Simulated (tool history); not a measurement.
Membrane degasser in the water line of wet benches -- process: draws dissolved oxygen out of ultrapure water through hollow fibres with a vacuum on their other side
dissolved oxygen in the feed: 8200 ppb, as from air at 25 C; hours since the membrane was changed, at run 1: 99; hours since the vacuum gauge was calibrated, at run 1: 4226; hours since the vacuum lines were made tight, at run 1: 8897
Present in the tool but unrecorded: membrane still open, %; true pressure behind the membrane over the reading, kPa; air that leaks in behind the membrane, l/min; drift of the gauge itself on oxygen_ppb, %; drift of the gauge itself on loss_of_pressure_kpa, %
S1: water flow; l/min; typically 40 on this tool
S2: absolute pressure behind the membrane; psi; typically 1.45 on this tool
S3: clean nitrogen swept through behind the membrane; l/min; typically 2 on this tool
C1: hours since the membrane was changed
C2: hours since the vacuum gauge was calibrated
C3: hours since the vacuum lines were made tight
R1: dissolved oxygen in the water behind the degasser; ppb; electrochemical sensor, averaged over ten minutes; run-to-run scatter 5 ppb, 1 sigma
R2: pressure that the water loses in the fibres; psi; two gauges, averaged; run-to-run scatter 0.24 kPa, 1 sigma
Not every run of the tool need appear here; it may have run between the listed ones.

| run | hour | S1 | S2 | S3 | C1 | C2 | C3 | R1 | R2 |
|---|---|---|---|---|---|---|---|---|---|
| 1 | 0 | 40 | 1.45 | 2 | 99 | 4226 | 8897 | 542.9 | 9.275 |
| 2 | 308.2 | 40 | 1.45 | 2 | 407 | 4534 | 9205 | 541 | 9.29 |
| 3 | 465.7 | 40 | 1.45 | 2 | 565 | 4692 | 9362 | 547.8 | 9.304 |
| 4 | 617.7 | 40 | 1.45 | 2 | 717 | 4844 | 9514 | 543.6 | 9.264 |
| 5 | 897.4 | 40 | 1.45 | 2 | 996 | 5124 | 9794 | 540.4 | 9.303 |
| 6 | 1172 | 40 | 1.45 | 2 | 1271 | 5398 | 10069 | 544 | 9.22 |
| 7 | 1446.6 | 40 | 1.45 | 2 | 1546 | 5673 | 10343 | 543.4 | 9.243 |
|  | 1609.2 | seals of the vacuum lines changed |
| 8 | 1609.2 | 58 | 1.45 | 2 | 1706 | 5833 | 0 | 791.6 | 13.491 |
| 9 | 1905.7 | 58 | 1.45 | 2 | 2003 | 6130 | 296 | 805.2 | 13.491 |
| 10 | 2183.5 | 40 | 1.45 | 2 | 2281 | 6408 | 574 | 536.9 | 9.227 |
| 11 | 2479.8 | 32 | 1.45 | 2 | 2577 | 6704 | 871 | 431.4 | 7.387 |
| 12 | 2708.3 | 32 | 2.13 | 2 | 2805 | 6933 | 1099 | 576.4 | 7.459 |
| 13 | 2896.4 | 32 | 2.13 | 2 | 2993 | 7121 | 1287 | 584.4 | 7.417 |
| 14 | 3186.4 | 32 | 2.13 | 2 | 3283 | 7411 | 1577 | 573.3 | 7.427 |
|  | 3301.1 | vacuum gauge calibrated |
| 15 | 3432.8 | 32 | 2.13 | 2 | 3529 | 132 | 1823 | 574.3 | 7.422 |
| 16 | 3713.4 | 32 | 2.13 | 0.88 | 3810 | 412 | 2104 | 953.3 | 7.465 |
| 17 | 3921.7 | 43 | 1.54 | 2 | 4018 | 621 | 2312 | 619.8 | 9.928 |
| 18 | 4167.6 | 43 | 1.54 | 2 | 4264 | 867 | 2558 | 603.3 | 9.934 |
| 19 | 4322.8 | 43 | 1.54 | 0.82 | 4419 | 1022 | 2713 | 946.4 | 9.931 |
| 20 | 4503.1 | 40 | 2.1 | 2 | 4600 | 1202 | 2893 | 718.9 | 9.274 |
| 21 | 4755.7 | 40 | 1.45 | 1.1 | 4852 | 1455 | 3146 | 705.1 | 9.242 |
| 22 | 5049.7 | 40 | 1.45 | 1.1 | 5146 | 1749 | 3440 | 714.1 | 9.288 |
| 23 | 5221.7 | 40 | 1.45 | 1.1 | 5318 | 1921 | 3612 | 732.8 | 9.293 |
| 24 | 5445.4 | 37 | 2.12 | 3.59 | 5542 | 2144 | 3836 | 498.8 | 8.607 |
| 25 | 5752.7 | 37 | 2.12 | 3.59 | 5849 | 2452 | 4143 | 502.7 | 8.56 |
| 26 | 5899.5 | 56 | 1.7 | 3.19 | 5996 | 2598 | 4290 | 714.2 | 12.936 |
| 27 | 6029.7 | 41 | 2.15 | 0.93 | 6126 | 2729 | 4420 | 1159.3 | 9.532 |
| 28 | 6269.1 | 41 | 2.15 | 0.93 | 6366 | 2968 | 4659 | 1117.7 | 9.532 |
| 29 | 6521.7 | 25 | 1.49 | 2 | 6618 | 3221 | 4912 | 331.8 | 5.739 |
| 30 | 6768 | 25 | 1.49 | 2 | 6865 | 3467 | 5158 | 328.9 | 5.803 |
| 31 | 7036.9 | 32 | 2.57 | 2 | 7133 | 3736 | 5427 | 672.3 | 7.424 |
| 32 | 7222.7 | 58 | 1.45 | 2 | 7319 | 3922 | 5613 | 793.5 | 13.489 |

What if the next run were any one of these 3? Each begins from the tool's condition after run 32:
| A | 7399.2 | 30 | 1.04 | 1.44 | 7496 | 4098 | 5789 | ? | ? |
| B | 7399.2 | 40 | 1.74 | 4.19 | 7496 | 4098 | 5789 | ? | ? |
| C | 7399.2 | 63 | 2.07 | 2.92 | 7496 | 4098 | 5789 | ? | ? |

| run | R1 | R2 |
|---|---|---|
| A | 349.9 | 6.965 |
| B | 450.6 | 9.249 |
| C | 913.7 | 14.595 |
Take away the tool's hidden state, keep each run's random variation, and the runs would have read:
| run | R1 | R2 |
|---|---|---|
| A | 349 | 6.957 |
| B | 449.6 | 9.24 |
| C | 912.3 | 14.581 |

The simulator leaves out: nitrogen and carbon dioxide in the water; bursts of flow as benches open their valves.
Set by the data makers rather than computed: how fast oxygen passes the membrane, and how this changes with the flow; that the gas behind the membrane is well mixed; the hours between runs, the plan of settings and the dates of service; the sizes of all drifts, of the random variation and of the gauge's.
